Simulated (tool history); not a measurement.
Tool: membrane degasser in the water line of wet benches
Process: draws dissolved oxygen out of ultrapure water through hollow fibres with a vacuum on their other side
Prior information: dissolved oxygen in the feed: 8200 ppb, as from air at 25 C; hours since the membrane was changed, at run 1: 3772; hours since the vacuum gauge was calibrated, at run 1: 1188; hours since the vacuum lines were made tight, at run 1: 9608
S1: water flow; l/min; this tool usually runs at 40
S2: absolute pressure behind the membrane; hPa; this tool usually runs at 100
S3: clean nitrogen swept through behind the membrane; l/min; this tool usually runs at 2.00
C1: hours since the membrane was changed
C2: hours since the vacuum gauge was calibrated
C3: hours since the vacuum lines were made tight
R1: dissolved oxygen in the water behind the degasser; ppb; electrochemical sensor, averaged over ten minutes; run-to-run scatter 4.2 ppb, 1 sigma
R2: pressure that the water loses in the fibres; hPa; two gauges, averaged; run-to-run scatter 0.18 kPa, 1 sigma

run	hour	S1	S2	S3	C1	C2	C3	R1	R2
1	0.0	40	100	2.00	3772	1188	9608	447.6	343.0
2	82.7	40	100	2.00	3855	1271	9691	434.8	345.9
3	131.5	40	100	2.00	3904	1320	9739	443.7	343.7
4	176.3	40	100	2.00	3949	1365	9784	437.8	344.5
5	225.2	40	100	2.00	3998	1414	9833	440.7	348.1
6	303.0	40	100	2.00	4075	1491	9911	443.7	346.4
7	350.8	40	100	2.00	4123	1539	9959	431.2	345.2
8	406.5	40	100	2.00	4179	1595	10014	439.6	345.3
9	466.7	40	100	1.57	4239	1655	10075	505.9	348.7
10	533.8	40	100	2.00	4306	1722	10142	438.3	347.4
11	626.9	40	100	2.00	4399	1815	10235	438.0	347.1
12	687.7	30	174	2.73	4460	1876	10296	411.7	259.6
13	768.1	30	114	2.37	4540	1957	10376	298.3	259.7
14	836.9	43	178	1.79	4609	2025	10445	869.4	375.4
15	903.1	38	218	5.19	4675	2092	10511	437.5	331.4
16	942.2	37	125	4.57	4715	2131	10550	292.3	324.4
17	995.7	46	167	4.16	4768	2184	10604	554.6	396.7
18	1050.1	49	245	2.00	4822	2238	10658	1228.6	426.9
# hour 1104.1: seals of the vacuum lines changed
19	1140.5	26	199	2.82	4911	2327	36	387.3	227.1
20	1234.2	43	100	1.63	5005	2421	130	559.8	374.5
21	1293.9	40	100	1.26	5064	2480	190	587.6	347.1

Some steps in R1 between neighbouring runs. How much of each would the tool show without its hidden state too (settings, what came in, random variation), and how much is left for the hidden state, with any gauge scatter that isn't in both results?
What the log doesn't record here: membrane still open, %; true pressure behind the membrane over the reading, kPa; air that leaks in behind the membrane, l/min; drift of the gauge itself on oxygen_ppb, %; drift of the gauge itself on loss_of_pressure_kpa, %.
Run 17 -> 18: S1 46 -> 49, S2 167 -> 245, S3 4.16 -> 2.00. R1 +674.0 ppb: hidden state +4.9, all else +669.1.
Run 18 -> 19: S1 49 -> 26, S2 245 -> 199, S3 2.00 -> 2.82, seals of the vacuum lines changed. R1 -841.3 ppb: hidden state -31.0, all else -810.3.
Run 19 -> 20: S1 26 -> 43, S2 199 -> 100, S3 2.82 -> 1.63. R1 +172.5 ppb: hidden state +24.4, all else +148.1.
